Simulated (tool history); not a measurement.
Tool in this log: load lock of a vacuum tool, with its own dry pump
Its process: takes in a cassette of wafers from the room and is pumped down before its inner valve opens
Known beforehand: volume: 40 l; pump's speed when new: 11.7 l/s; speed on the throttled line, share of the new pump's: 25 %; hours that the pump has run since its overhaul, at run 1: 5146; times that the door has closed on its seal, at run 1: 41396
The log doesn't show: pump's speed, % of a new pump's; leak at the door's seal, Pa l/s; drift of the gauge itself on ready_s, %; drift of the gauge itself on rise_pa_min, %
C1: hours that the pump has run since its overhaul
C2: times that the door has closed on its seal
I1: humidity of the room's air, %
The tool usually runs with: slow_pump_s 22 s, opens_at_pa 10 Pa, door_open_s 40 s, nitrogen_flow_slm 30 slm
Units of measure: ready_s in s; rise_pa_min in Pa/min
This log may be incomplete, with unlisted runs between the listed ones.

{"run": 1, "hour": 0.0, "slow_pump_s": 22, "opens_at_pa": 10, "door_open_s": 40, "nitrogen_flow_slm": 30, "C1": 5146, "C2": 41396, "I1": 45.1, "ready_s": 50.5, "rise_pa_min": 0.073}
{"run": 2, "hour": 158.0, "slow_pump_s": 22, "opens_at_pa": 10, "door_open_s": 40, "nitrogen_flow_slm": 30, "C1": 5304, "C2": 41909, "I1": 45.4, "ready_s": 51.1, "rise_pa_min": 0.069}
{"run": 3, "hour": 271.8, "slow_pump_s": 22, "opens_at_pa": 10, "door_open_s": 40, "nitrogen_flow_slm": 30, "C1": 5418, "C2": 42278, "I1": 44.9, "ready_s": 50.1, "rise_pa_min": 0.071}
{"run": 4, "hour": 372.1, "slow_pump_s": 22, "opens_at_pa": 10, "door_open_s": 40, "nitrogen_flow_slm": 30, "C1": 5518, "C2": 42604, "I1": 46.1, "ready_s": 51.1, "rise_pa_min": 0.069}
{"run": 5, "hour": 458.8, "slow_pump_s": 22, "opens_at_pa": 10, "door_open_s": 40, "nitrogen_flow_slm": 30, "C1": 5605, "C2": 42886, "I1": 45.7, "ready_s": 50.1, "rise_pa_min": 0.068}
{"run": 6, "hour": 542.1, "slow_pump_s": 22, "opens_at_pa": 20, "door_open_s": 40, "nitrogen_flow_slm": 22, "C1": 5688, "C2": 43156, "I1": 43.1, "ready_s": 48.2, "rise_pa_min": 0.073}
{"run": 7, "hour": 629.7, "slow_pump_s": 38, "opens_at_pa": 14, "door_open_s": 40, "nitrogen_flow_slm": 18, "C1": 5776, "C2": 43441, "I1": 46, "ready_s": 60.7, "rise_pa_min": 0.08}
{"run": 8, "hour": 706.4, "slow_pump_s": 38, "opens_at_pa": 14, "door_open_s": 40, "nitrogen_flow_slm": 18, "C1": 5852, "C2": 43690, "I1": 41.5, "ready_s": 60.2, "rise_pa_min": 0.08}
{"run": 9, "hour": 872.2, "slow_pump_s": 17, "opens_at_pa": 9, "door_open_s": 32, "nitrogen_flow_slm": 14, "C1": 6018, "C2": 44229, "I1": 43.1, "ready_s": 47.8, "rise_pa_min": 0.077}
{"run": 10, "hour": 964.3, "slow_pump_s": 17, "opens_at_pa": 9, "door_open_s": 32, "nitrogen_flow_slm": 14, "C1": 6110, "C2": 44528, "I1": 43.5, "ready_s": 47.1, "rise_pa_min": 0.081}

Below are 5 alternative next runs, each starting from the tool's condition after run 10. Predict each:
{"run": "A", "hour": 1058.6, "slow_pump_s": 16, "opens_at_pa": 9, "door_open_s": 32, "nitrogen_flow_slm": 28, "C1": 6204, "C2": 44834, "I1": 49.5, "ready_s": "?", "rise_pa_min": "?"}
{"run": "B", "hour": 1058.6, "slow_pump_s": 22, "opens_at_pa": 10, "door_open_s": 40, "nitrogen_flow_slm": 27, "C1": 6204, "C2": 44834, "I1": 43.2, "ready_s": "?", "rise_pa_min": "?"}
{"run": "C", "hour": 1058.6, "slow_pump_s": 17, "opens_at_pa": 9, "door_open_s": 33, "nitrogen_flow_slm": 8, "C1": 6204, "C2": 44834, "I1": 45.6, "ready_s": "?", "rise_pa_min": "?"}
{"run": "D", "hour": 1058.6, "slow_pump_s": 22, "opens_at_pa": 14, "door_open_s": 40, "nitrogen_flow_slm": 30, "C1": 6204, "C2": 44834, "I1": 45.5, "ready_s": "?", "rise_pa_min": "?"}
{"run": "E", "hour": 1058.6, "slow_pump_s": 22, "opens_at_pa": 11, "door_open_s": 77, "nitrogen_flow_slm": 30, "C1": 6204, "C2": 44834, "I1": 45.6, "ready_s": "?", "rise_pa_min": "?"}

run=A ready_s=47 rise_pa_min=0.082
run=B ready_s=50.4 rise_pa_min=0.08
run=C ready_s=47.7 rise_pa_min=0.086
run=D ready_s=49.9 rise_pa_min=0.076
run=E ready_s=50.3 rise_pa_min=0.079
What these runs would have given with no unlogged condition in the tool:
run=A ready_s=44.4 rise_pa_min=0.022
run=B ready_s=47.9 rise_pa_min=0.019
run=C ready_s=45.1 rise_pa_min=0.026
run=D ready_s=47.5 rise_pa_min=0.016
run=E ready_s=47.9 rise_pa_min=0.019
